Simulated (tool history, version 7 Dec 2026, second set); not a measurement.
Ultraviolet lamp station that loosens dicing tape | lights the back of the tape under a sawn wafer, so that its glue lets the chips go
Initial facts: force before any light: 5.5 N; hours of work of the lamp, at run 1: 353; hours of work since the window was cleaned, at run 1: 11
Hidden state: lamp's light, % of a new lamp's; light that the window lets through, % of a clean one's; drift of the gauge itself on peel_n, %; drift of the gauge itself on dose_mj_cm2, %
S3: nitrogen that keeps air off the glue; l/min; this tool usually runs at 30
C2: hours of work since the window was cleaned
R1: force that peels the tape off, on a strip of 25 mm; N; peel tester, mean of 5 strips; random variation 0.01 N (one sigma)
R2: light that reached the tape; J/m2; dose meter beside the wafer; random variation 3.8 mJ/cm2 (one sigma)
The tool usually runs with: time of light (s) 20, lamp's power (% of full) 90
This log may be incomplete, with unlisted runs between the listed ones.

run 1 hour=0 | time_of_light_(s)=20 lamp's_power_(%_of_full)=90 S3=30 | hours_of_work_of_the_lamp=353 C2=11 | R1=0.441 R2=6420
run 2 hour=11.4 | time_of_light_(s)=20 lamp's_power_(%_of_full)=90 S3=30 | hours_of_work_of_the_lamp=360 C2=19 | R1=0.459 R2=6580
run 3 hour=24.3 | time_of_light_(s)=20 lamp's_power_(%_of_full)=90 S3=30 | hours_of_work_of_the_lamp=368 C2=27 | R1=0.463 R2=6540
run 4 hour=34 | time_of_light_(s)=20 lamp's_power_(%_of_full)=90 S3=30 | hours_of_work_of_the_lamp=374 C2=33 | R1=0.46 R2=6570
run 5 hour=43.5 | time_of_light_(s)=33 lamp's_power_(%_of_full)=90 S3=30 | hours_of_work_of_the_lamp=380 C2=39 | R1=0.216 R2=10670
run 6 hour=56.6 | time_of_light_(s)=33 lamp's_power_(%_of_full)=90 S3=30 | hours_of_work_of_the_lamp=388 C2=47 | R1=0.206 R2=10740
run 7 hour=73 | time_of_light_(s)=33 lamp's_power_(%_of_full)=90 S3=30 | hours_of_work_of_the_lamp=399 C2=57 | R1=0.217 R2=10760
run 8 hour=83.8 | time_of_light_(s)=33 lamp's_power_(%_of_full)=90 S3=30 | hours_of_work_of_the_lamp=405 C2=64 | R1=0.207 R2=10820
run 9 hour=94.3 | time_of_light_(s)=33 lamp's_power_(%_of_full)=90 S3=30 | hours_of_work_of_the_lamp=412 C2=71 | R1=0.21 R2=10880
run 10 hour=109.1 | time_of_light_(s)=33 lamp's_power_(%_of_full)=90 S3=30 | hours_of_work_of_the_lamp=421 C2=80 | R1=0.206 R2=10840
run 11 hour=122.1 | time_of_light_(s)=20 lamp's_power_(%_of_full)=62 S3=30 | hours_of_work_of_the_lamp=430 C2=88 | R1=0.887 R2=4510
run 12 hour=134.7 | time_of_light_(s)=20 lamp's_power_(%_of_full)=62 S3=30 | hours_of_work_of_the_lamp=438 C2=96 | R1=0.872 R2=4500
run 13 hour=149.6 | time_of_light_(s)=20 lamp's_power_(%_of_full)=90 S3=30 | hours_of_work_of_the_lamp=447 C2=106 | R1=0.478 R2=6680
run 14 hour=158.3 | time_of_light_(s)=10 lamp's_power_(%_of_full)=75 S3=37 | hours_of_work_of_the_lamp=452 C2=111 | R1=1.652 R2=2750
run 15 hour=170.8 | time_of_light_(s)=18 lamp's_power_(%_of_full)=90 S3=30 | hours_of_work_of_the_lamp=460 C2=119 | R1=0.568 R2=5990
run 16 hour=181.8 | time_of_light_(s)=22 lamp's_power_(%_of_full)=93 S3=14 | hours_of_work_of_the_lamp=467 C2=126 | R1=0.586 R2=7600
run 17 hour=196.2 | time_of_light_(s)=28 lamp's_power_(%_of_full)=96 S3=38 | hours_of_work_of_the_lamp=476 C2=135 | R1=0.205 R2=10070
-- hour=199.2 gauge calibrated
run 18 hour=203.4 | time_of_light_(s)=28 lamp's_power_(%_of_full)=96 S3=38 | hours_of_work_of_the_lamp=481 C2=139 | R1=0.215 R2=9630
run 19 hour=211.2 | time_of_light_(s)=28 lamp's_power_(%_of_full)=96 S3=38 | hours_of_work_of_the_lamp=486 C2=144 | R1=0.234 R2=9780
run 20 hour=219.8 | time_of_light_(s)=28 lamp's_power_(%_of_full)=96 S3=38 | hours_of_work_of_the_lamp=491 C2=150 | R1=0.217 R2=9720
run 21 hour=227.4 | time_of_light_(s)=28 lamp's_power_(%_of_full)=74 S3=58 | hours_of_work_of_the_lamp=496 C2=155 | R1=0.25 R2=7460
run 22 hour=238.4 | time_of_light_(s)=28 lamp's_power_(%_of_full)=74 S3=58 | hours_of_work_of_the_lamp=503 C2=162 | R1=0.265 R2=7550
run 23 hour=251.2 | time_of_light_(s)=28 lamp's_power_(%_of_full)=87 S3=58 | hours_of_work_of_the_lamp=511 C2=170 | R1=0.221 R2=8830
run 24 hour=265.8 | time_of_light_(s)=20 lamp's_power_(%_of_full)=79 S3=42 | hours_of_work_of_the_lamp=520 C2=179 | R1=0.495 R2=5730
run 25 hour=282.3 | time_of_light_(s)=10 lamp's_power_(%_of_full)=86 S3=58 | hours_of_work_of_the_lamp=531 C2=189 | R1=1.175 R2=3130

Branching from run 25: 4 alternative next runs. What would each branch give?
run A hour=292.7 | time_of_light_(s)=28 lamp's_power_(%_of_full)=90 S3=49 | hours_of_work_of_the_lamp=537 C2=196 | R1=? R2=?
run B hour=292.7 | time_of_light_(s)=30 lamp's_power_(%_of_full)=86 S3=10 | hours_of_work_of_the_lamp=537 C2=196 | R1=? R2=?
run C hour=292.7 | time_of_light_(s)=20 lamp's_power_(%_of_full)=67 S3=14 | hours_of_work_of_the_lamp=537 C2=196 | R1=? R2=?
run D hour=292.7 | time_of_light_(s)=10 lamp's_power_(%_of_full)=84 S3=58 | hours_of_work_of_the_lamp=537 C2=196 | R1=? R2=?

run=A R1=0.212 R2=9230
run=B R1=0.5 R2=9400
run=C R1=1.142 R2=4890
run=D R1=1.23 R2=3040
With the hidden condition removed and each run's random variation left untouched, the same runs would have given:
run=A R1=0.211 R2=9140
run=B R1=0.496 R2=9300
run=C R1=1.136 R2=4840
run=D R1=1.224 R2=3000

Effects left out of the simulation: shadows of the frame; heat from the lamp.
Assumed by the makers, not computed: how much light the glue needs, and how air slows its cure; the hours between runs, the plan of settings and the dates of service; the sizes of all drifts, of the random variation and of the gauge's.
